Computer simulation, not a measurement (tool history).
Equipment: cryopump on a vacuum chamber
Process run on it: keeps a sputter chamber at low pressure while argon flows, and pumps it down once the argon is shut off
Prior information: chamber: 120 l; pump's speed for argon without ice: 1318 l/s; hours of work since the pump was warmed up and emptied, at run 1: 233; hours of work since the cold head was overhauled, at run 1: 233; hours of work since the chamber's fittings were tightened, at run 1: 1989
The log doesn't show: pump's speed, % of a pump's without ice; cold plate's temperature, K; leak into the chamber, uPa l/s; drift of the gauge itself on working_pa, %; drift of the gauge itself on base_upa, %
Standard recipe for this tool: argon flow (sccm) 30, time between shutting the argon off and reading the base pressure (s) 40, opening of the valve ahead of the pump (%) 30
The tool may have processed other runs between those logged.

| run | hour | argon flow (sccm) | time between shutting the argon off and reading the base pressure (s) | opening of the valve ahead of the pump (%) | hours of work since the pump was warmed up and emptied | hours of work since the cold head was overhauled | hours of work since the chamber's fittings were tightened | pressure while argon flows (Pa) | pressure after the wait (uPa) |
|---|---|---|---|---|---|---|---|---|---|
| 1 | 0.0 | 30 | 40 | 30 | 233 | 233 | 1989 | 0.1346 | 2.61 |
| 2 | 40.7 | 30 | 40 | 30 | 268 | 268 | 2024 | 0.1368 | 2.72 |
| 3 | 76.6 | 30 | 40 | 30 | 300 | 300 | 2056 | 0.1403 | 2.72 |
|  | 106.6 | pump warmed up, emptied and cooled again |
| 4 | 109.4 | 30 | 40 | 30 | 2 | 324 | 2080 | 0.1288 | 2.41 |
| 5 | 159.0 | 18 | 40 | 30 | 45 | 367 | 2123 | 0.0772 | 2.41 |
| 6 | 191.9 | 18 | 40 | 30 | 74 | 395 | 2151 | 0.0794 | 2.56 |
| 7 | 242.6 | 18 | 40 | 30 | 118 | 439 | 2195 | 0.0802 | 2.57 |
| 8 | 287.0 | 30 | 40 | 30 | 156 | 478 | 2234 | 0.1342 | 2.68 |
| 9 | 310.6 | 15 | 40 | 30 | 177 | 498 | 2254 | 0.0676 | 2.75 |
| 10 | 353.7 | 25 | 201 | 28 | 214 | 535 | 2291 | 0.1214 | 2.22 |
| 11 | 397.5 | 25 | 166 | 22 | 252 | 573 | 2329 | 0.1540 | 2.28 |
| 12 | 448.9 | 29 | 61 | 16 | 297 | 618 | 2374 | 0.2416 | 2.74 |
|  | 482.7 | pump warmed up, emptied and cooled again |
| 13 | 507.1 | 30 | 21 | 31 | 21 | 664 | 2420 | 0.1250 | 3.42 |
| 14 | 537.1 | 30 | 21 | 31 | 47 | 690 | 2446 | 0.1262 | 3.31 |
| 15 | 588.9 | 48 | 40 | 34 | 92 | 735 | 2491 | 0.1865 | 2.75 |
| 16 | 638.0 | 48 | 40 | 34 | 135 | 777 | 2533 | 0.1878 | 2.91 |
| 17 | 676.7 | 25 | 293 | 30 | 168 | 811 | 2567 | 0.1117 | 2.25 |

Had the tool no unlogged condition, and each run kept its random variation, what would the results have been?
| run | pressure while argon flows (Pa) | pressure after the wait (uPa) |
|---|---|---|
| 1 | 0.1272 | 1.01 |
| 2 | 0.1279 | 1.04 |
| 3 | 0.1298 | 0.99 |
| 4 | 0.1284 | 1.02 |
| 5 | 0.0762 | 0.99 |
| 6 | 0.0778 | 1.02 |
| 7 | 0.0778 | 1.00 |
| 8 | 0.1288 | 1.01 |
| 9 | 0.0645 | 1.02 |
| 10 | 0.1150 | 0.41 |
| 11 | 0.1463 | 0.39 |
| 12 | 0.2308 | 0.71 |
| 13 | 0.1240 | 1.75 |
| 14 | 0.1244 | 1.66 |
| 15 | 0.1812 | 0.98 |
| 16 | 0.1803 | 1.03 |
| 17 | 0.1067 | 0.30 |
